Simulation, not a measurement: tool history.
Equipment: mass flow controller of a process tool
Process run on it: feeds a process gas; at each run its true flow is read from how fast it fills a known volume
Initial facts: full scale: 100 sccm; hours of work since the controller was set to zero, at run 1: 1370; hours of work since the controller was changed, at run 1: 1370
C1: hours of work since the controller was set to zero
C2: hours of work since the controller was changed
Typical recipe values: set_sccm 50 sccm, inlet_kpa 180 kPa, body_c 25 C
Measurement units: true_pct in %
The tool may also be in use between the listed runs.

Run 1, hour 0: usual settings; C1 1370; C2 1370. Result: true_pct 98.86 %.
Run 2, hour 104.7: usual settings; C1 1423; C2 1423. Result: true_pct 98.88 %.
Run 3, hour 205.2: usual settings; C1 1473; C2 1473. Result: true_pct 98.97 %.
Run 4, hour 303.8: usual settings but inlet_kpa 158 kPa; C1 1523; C2 1523. Result: true_pct 98.82 %.
Run 5, hour 396.1: usual settings but set_sccm 71 sccm; C1 1569; C2 1569. Result: true_pct 99.42 %.
Run 6, hour 442.7: usual settings but body_c 22 C; C1 1592; C2 1592. Result: true_pct 98.68 %.
Run 7, hour 537.1: usual settings but inlet_kpa 142 kPa, body_c 22 C; C1 1640; C2 1640. Result: true_pct 98.71 %.
Run 8, hour 644.8: usual settings but inlet_kpa 277 kPa; C1 1694; C2 1694. Result: true_pct 98.66 %.
Run 9, hour 691.6: usual settings; C1 1717; C2 1717. Result: true_pct 99 %.
Run 10, hour 786.2: usual settings; C1 1765; C2 1765. Result: true_pct 98.9 %.
Run 11, hour 886.2: usual settings; C1 1815; C2 1815. Result: true_pct 98.85 %.
Run 12, hour 931.7: usual settings; C1 1838; C2 1838. Result: true_pct 98.94 %.
Run 13, hour 1030.9: usual settings; C1 1888; C2 1888. Result: true_pct 98.87 %.
Run 14, hour 1079.3: usual settings; C1 1912; C2 1912. Result: true_pct 99 %.
Run 15, hour 1135.8: usual settings but set_sccm 37 sccm; C1 1941; C2 1941. Result: true_pct 98.64 %.
Run 16, hour 1192.1: usual settings but inlet_kpa 229 kPa; C1 1969; C2 1969. Result: true_pct 98.82 %.
Run 17, hour 1281.8: usual settings but inlet_kpa 229 kPa; C1 2014; C2 2014. Result: true_pct 98.71 %.
Run 18, hour 1382.1: usual settings but inlet_kpa 229 kPa; C1 2064; C2 2064. Result: true_pct 98.84 %.
Run 19, hour 1458.5: usual settings but set_sccm 47 sccm, body_c 26 C; C1 2103; C2 2103. Result: true_pct 98.86 %.
Run 20, hour 1516.4: usual settings but set_sccm 22 sccm; C1 2132; C2 2132. Result: true_pct 98.56 %.
Run 21, hour 1564.8: usual settings but set_sccm 22 sccm; C1 2156; C2 2156. Result: true_pct 98.5 %.
Run 22, hour 1616.4: usual settings but inlet_kpa 205 kPa, body_c 22 C; C1 2182; C2 2182. Result: true_pct 98.67 %.

What will run 23 give?
Run 23, hour 1670.2: usual settings but inlet_kpa 205 kPa, body_c 22 C; C1 2209; C2 2209. Result: true_pct ?.

true_pct: 98.62 %
Had the tool carried no hidden state, the very same run would have given true_pct 98.42 %.
